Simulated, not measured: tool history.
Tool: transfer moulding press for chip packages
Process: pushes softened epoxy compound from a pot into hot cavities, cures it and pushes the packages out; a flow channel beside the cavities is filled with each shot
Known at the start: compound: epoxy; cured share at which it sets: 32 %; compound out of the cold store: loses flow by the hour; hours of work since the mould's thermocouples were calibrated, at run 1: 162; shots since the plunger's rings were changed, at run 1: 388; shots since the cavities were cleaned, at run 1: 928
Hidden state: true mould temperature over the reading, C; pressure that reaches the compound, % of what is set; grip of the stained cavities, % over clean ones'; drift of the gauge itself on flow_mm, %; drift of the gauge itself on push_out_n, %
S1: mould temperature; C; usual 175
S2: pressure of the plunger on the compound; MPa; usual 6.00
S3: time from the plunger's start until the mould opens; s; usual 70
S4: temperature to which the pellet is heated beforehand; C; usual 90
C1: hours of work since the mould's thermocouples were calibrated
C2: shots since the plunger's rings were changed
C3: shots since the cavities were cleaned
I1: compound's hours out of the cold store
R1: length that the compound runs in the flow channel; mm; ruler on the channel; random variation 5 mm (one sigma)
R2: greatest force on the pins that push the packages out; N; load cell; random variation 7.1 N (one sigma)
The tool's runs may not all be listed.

run	hour	S1	S2	S3	S4	C1	C2	C3	I1	R1	R2
1	0.0	175	6.00	70	90	162	388	928	31.7	740	566
# hour 14.1: cavities cleaned with cleaning compound and waxed
2	19.2	175	4.77	70	90	172	615	66	21.1	705	333
3	48.0	175	4.77	70	90	187	984	435	37.4	636	456
4	83.5	175	6.00	81	90	206	1440	891	14.4	803	447
# hour 103.0: cavities cleaned with cleaning compound and waxed
5	119.8	175	6.00	81	90	225	1886	215	23.5	762	316
6	150.5	175	6.00	81	90	241	2280	609	22.9	751	435
# hour 175.3: plunger's sealing rings changed
7	178.7	175	6.00	69	90	255	43	939	35.4	731	592
# hour 192.8: cavities cleaned with cleaning compound and waxed
8	206.9	175	6.00	69	90	269	385	180	14.4	828	418
9	226.7	175	6.00	69	90	280	640	435	34.2	733	479
10	258.1	175	6.00	70	90	296	1043	838	33.0	726	551
# hour 280.1: cavities cleaned with cleaning compound and waxed
11	281.8	175	6.00	70	90	308	1327	21	17.0	803	330
12	308.9	175	6.00	70	90	323	1675	369	32.3	719	466
13	327.3	175	6.00	82	90	332	1911	605	40.4	683	422
14	350.9	175	6.00	82	90	345	2213	907	44.7	661	452
# hour 368.8: cavities cleaned with cleaning compound and waxed
# hour 381.8: plunger's sealing rings changed
15	385.3	170	6.00	80	99	361	44	180	44.5	702	411
16	411.7	170	6.00	80	99	375	382	518	12.3	857	587
17	430.8	174	5.58	66	87	386	628	764	35.4	700	690
18	450.9	175	6.59	70	90	396	886	1022	38.8	740	593
# hour 457.1: cavities cleaned with cleaning compound and waxed
19	477.7	178	4.74	95	90	410	1210	264	11.6	728	297
20	502.8	179	4.53	93	80	423	1532	586	43.3	585	371
21	527.9	167	4.53	93	80	437	1854	908	36.5	620	591
# hour 544.9: cavities cleaned with cleaning compound and waxed
22	551.5	168	7.48	108	95	448	2137	84	19.3	892	270
23	568.7	175	5.30	61	90	457	2358	305	47.6	609	553
# hour 588.9: plunger's sealing rings changed
24	604.4	175	5.30	107	84	475	199	732	41.5	661	388
25	621.0	175	5.30	107	84	484	411	944	29.2	712	403
# hour 633.7: cavities cleaned with cleaning compound and waxed
26	650.9	179	6.00	59	90	499	776	221	14.2	816	496
# hour 664.3: mould's thermocouples calibrated
27	671.6	179	6.00	59	90	4	1015	460	31.5	722	517

Hidden state at the last listed run before each entry between runs and at the first one after, where it differs:
Between runs 1 and 2: cavities cleaned with cleaning compound and waxed (hour 14.1)
  true mould temperature over the reading, C: -0.24 -> -0.26; pressure that reaches the compound, % of what is set: 98.51 -> 97.69; grip of the stained cavities, % over clean ones': 101.6 -> 13.8
  measured less the result without the state, R1: -5 -> -8 mm; R2: +287 -> +46 N
Between runs 4 and 5: cavities cleaned with cleaning compound and waxed (hour 103.0)
  true mould temperature over the reading, C: -0.34 -> -0.39; pressure that reaches the compound, % of what is set: 94.53 -> 92.74; grip of the stained cavities, % over clean ones': 98.4 -> 35.3
  measured less the result without the state, R1: -22 -> -28 mm; R2: +225 -> +87 N
Between runs 6 and 7: plunger's sealing rings changed (hour 175.3)
  true mould temperature over the reading, C: -0.43 -> -0.47; pressure that reaches the compound, % of what is set: 91.23 -> 99.62; grip of the stained cavities, % over clean ones': 80.2 -> 99.8
  measured less the result without the state, R1: -34 -> +0 mm; R2: +196 -> +306 N
Between runs 7 and 8: cavities cleaned with cleaning compound and waxed (hour 192.8)
  true mould temperature over the reading, C: -0.47 -> -0.5; pressure that reaches the compound, % of what is set: 99.62 -> 98.45; grip of the stained cavities, % over clean ones': 99.8 -> 31.4
  measured less the result without the state, R1: +0 -> -5 mm; R2: +306 -> +111 N
Between runs 10 and 11: cavities cleaned with cleaning compound and waxed (hour 280.1)
  true mould temperature over the reading, C: -0.57 -> -0.6; pressure that reaches the compound, % of what is set: 95.92 -> 94.73; grip of the stained cavities, % over clean ones': 94.8 -> 7.1
  measured less the result without the state, R1: -14 -> -21 mm; R2: +276 -> +33 N
Between runs 14 and 15: cavities cleaned with cleaning compound and waxed (hour 368.8); plunger's sealing rings changed (hour 381.8)
  true mould temperature over the reading, C: -0.69 -> -0.73; pressure that reaches the compound, % of what is set: 91.21 -> 99.62; grip of the stained cavities, % over clean ones': 98.1 -> 33.6
  measured less the result without the state, R1: -30 -> +0 mm; R2: +225 -> +115 N
Between runs 18 and 19: cavities cleaned with cleaning compound and waxed (hour 457.1)
  true mould temperature over the reading, C: -0.82 -> -0.85; pressure that reaches the compound, % of what is set: 96.25 -> 95.08; grip of the stained cavities, % over clean ones': 104 -> 45.8
  measured less the result without the state, R1: -12 -> -16 mm; R2: +318 -> +96 N
Between runs 21 and 22: cavities cleaned with cleaning compound and waxed (hour 544.9)
  true mould temperature over the reading, C: -0.92 -> -0.94; pressure that reaches the compound, % of what is set: 92.43 -> 91.29; grip of the stained cavities, % over clean ones': 98.6 -> 15.1
  measured less the result without the state, R1: -23 -> -38 mm; R2: +310 -> +43 N
Between runs 23 and 24: plunger's sealing rings changed (hour 588.9)
  true mould temperature over the reading, C: -0.97 -> -1.01; pressure that reaches the compound, % of what is set: 90.48 -> 99.09; grip of the stained cavities, % over clean ones': 47.9 -> 87
  measured less the result without the state, R1: -29 -> -1 mm; R2: +205 -> +181 N
Between runs 25 and 26: cavities cleaned with cleaning compound and waxed (hour 633.7)
  true mould temperature over the reading, C: -1.04 -> -1.07; pressure that reaches the compound, % of what is set: 98.21 -> 96.63; grip of the stained cavities, % over clean ones': 98.6 -> 38.5
  measured less the result without the state, R1: -4 -> -11 mm; R2: +201 -> +164 N
Between runs 26 and 27: mould's thermocouples calibrated (hour 664.3)
  true mould temperature over the reading, C: -1.07 -> -0.11; pressure that reaches the compound, % of what is set: 96.63 -> 95.7; grip of the stained cavities, % over clean ones': 38.5 -> 67.4
  measured less the result without the state, R1: -11 -> -16 mm; R2: +164 -> +208 N

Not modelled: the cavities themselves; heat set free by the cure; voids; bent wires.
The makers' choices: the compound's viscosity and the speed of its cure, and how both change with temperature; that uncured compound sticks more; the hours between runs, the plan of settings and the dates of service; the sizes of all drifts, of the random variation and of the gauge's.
